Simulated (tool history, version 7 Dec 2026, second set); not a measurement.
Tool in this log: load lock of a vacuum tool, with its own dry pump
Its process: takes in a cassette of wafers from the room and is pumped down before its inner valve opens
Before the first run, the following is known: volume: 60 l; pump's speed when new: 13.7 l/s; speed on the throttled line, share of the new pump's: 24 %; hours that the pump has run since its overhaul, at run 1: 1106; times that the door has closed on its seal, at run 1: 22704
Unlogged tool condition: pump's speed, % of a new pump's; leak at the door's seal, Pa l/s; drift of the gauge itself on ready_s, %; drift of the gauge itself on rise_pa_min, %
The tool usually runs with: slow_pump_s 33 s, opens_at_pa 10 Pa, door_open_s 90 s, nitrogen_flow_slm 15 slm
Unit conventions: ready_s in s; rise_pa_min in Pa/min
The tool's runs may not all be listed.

run      day  slow_pump_s  opens_at_pa  door_open_s  nitrogen_flow_slm  hours that the pump has run since its overhaul  times that the door has closed on its seal  incoming humidity of the room's air, %  ready_s  rise_pa_min
  1    0.000           33           10           90                 15                                            1106                                       22704                                    44.9     65.1        0.037
  2    4.417           33           10           90                 15                                            1212                                       23038                                    45.0     65.9        0.041
  3   10.104           22           10           90                 15                                            1348                                       23468                                    44.2     57.3        0.036
  4   16.767           22           10           90                 15                                            1508                                       23973                                    45.2     56.6        0.039
  5   23.721           33           10           90                  5                                            1675                                       24499                                    40.8     66.3        0.053
  6   28.483           19           10           90                 15                                            1789                                       24860                                    45.2     54.9        0.035
  7   33.775           33           10           90                 15                                            1917                                       25260                                    45.3     65.6        0.037
  8   38.196           33           10           38                 15                                            2023                                       25595                                    46.4     65.2        0.019
  9   41.292           33           10           90                 15                                            2097                                       25829                                    44.8     66.0        0.033
 10   45.308           33           10           90                 15                                            2193                                       26133                                    41.7     65.4        0.036
 11   50.996           33           10           90                 15                                            2330                                       26564                                    44.9     65.9        0.034
 12   56.554           33           10           90                 15                                            2463                                       26984                                    48.0     65.8        0.039
 13   60.262           33           10           90                 15                                            2552                                       27265                                    51.6     65.8        0.043
 14   64.171           18           10           90                 15                                            2646                                       27561                                    45.0     53.8        0.033
 15   67.608           18           10           90                 15                                            2729                                       27821                                    46.5     54.9        0.038
 16   70.967           18           10           90                 15                                            2809                                       28075                                    45.1     53.4        0.034
 17   77.788           60           10           90                 15                                            2973                                       28592                                    43.4     87.1        0.037
 18   82.888           40           10           90                 15                                            3095                                       28978                                    45.0     71.4        0.037
 19   87.400           33           10           90                 22                                            3204                                       29319                                    46.1     65.3        0.031
 20   90.750           33           13           93                 22                                            3284                                       29573                                    45.4     64.2        0.035
 21   97.642           21           13           90                 22                                            3449                                       30095                                    46.0     56.0        0.030
 22  102.167           61           12          207                 15                                            3558                                       30437                                    46.4     86.1        0.068
 23  106.483           26           19          132                  8                                            3661                                       30764                                    49.3     57.9        0.072
 24  111.862           33           18          100                 10                                            3791                                       31171                                    43.4     63.2        0.049
 25  116.850           33           18          100                 10                                            3910                                       31548                                    40.8     62.9        0.043
 26  122.221           30           18          225                 10                                            4039                                       31955                                    47.6     60.2        0.091
     126.854  -- door's seal changed, seat wiped
 27  129.062           30           18          225                 10                                            4202                                         167                                    47.0     60.9        0.084
 28  133.908           33           19           28                  9                                            4318                                         534                                    41.8     62.5        0.021
 29  139.929           53            8           90                 15                                            4463                                         990                                    42.6     81.2        0.032
 30  142.971           19           10           68                 34                                            4536                                        1220                                    48.5     56.1        0.028
 31  148.104           19           10           68                 34                                            4659                                        1609                                    46.5     54.9        0.015
 32  152.746           29           10           90                 15                                            4770                                        1960                                    40.9     62.9        0.029
 33  157.342           20           10           90                 10                                            4881                                        2308                                    46.5     54.8        0.051
 34  162.179           20           10           90                 10                                            4997                                        2674                                    42.2     55.5        0.044
 35  165.733           33           11          188                 15                                            5082                                        2943                                    46.2     65.2        0.065
 36  168.929           33           12          188                  5                                            5159                                        3185                                    46.2     65.1        0.095

Some steps in rise_pa_min, run to run, broken into two amounts with sign: the step expected even without the hidden condition (settings, incoming material, random variation), and the rest, left for the hidden condition together with whatever gauge scatter is not in both the measured and the hidden-condition-free result:
Run 1 -> 2: no setting changed, nothing entered. rise_pa_min +0.004 Pa/min: hidden state -0.001, all else +0.005.
Run 2 -> 3: slow_pump_s 33 -> 22. rise_pa_min -0.005 Pa/min: hidden state +0.001, all else -0.006.
Run 21 -> 22: slow_pump_s 21 -> 61, opens_at_pa 13 -> 12, door_open_s 90 -> 207, nitrogen_flow_slm 22 -> 15. rise_pa_min +0.038 Pa/min: hidden state +0.001, all else +0.037.
Run 25 -> 26: slow_pump_s 33 -> 30, door_open_s 100 -> 225. rise_pa_min +0.048 Pa/min: hidden state -0.001, all else +0.049.
Run 26 -> 27: door's seal changed, seat wiped. rise_pa_min -0.007 Pa/min: hidden state -0.002, all else -0.005.
Run 27 -> 28: slow_pump_s 30 -> 33, opens_at_pa 18 -> 19, door_open_s 225 -> 28, nitrogen_flow_slm 10 -> 9. rise_pa_min -0.063 Pa/min: hidden state +0.000, all else -0.063.
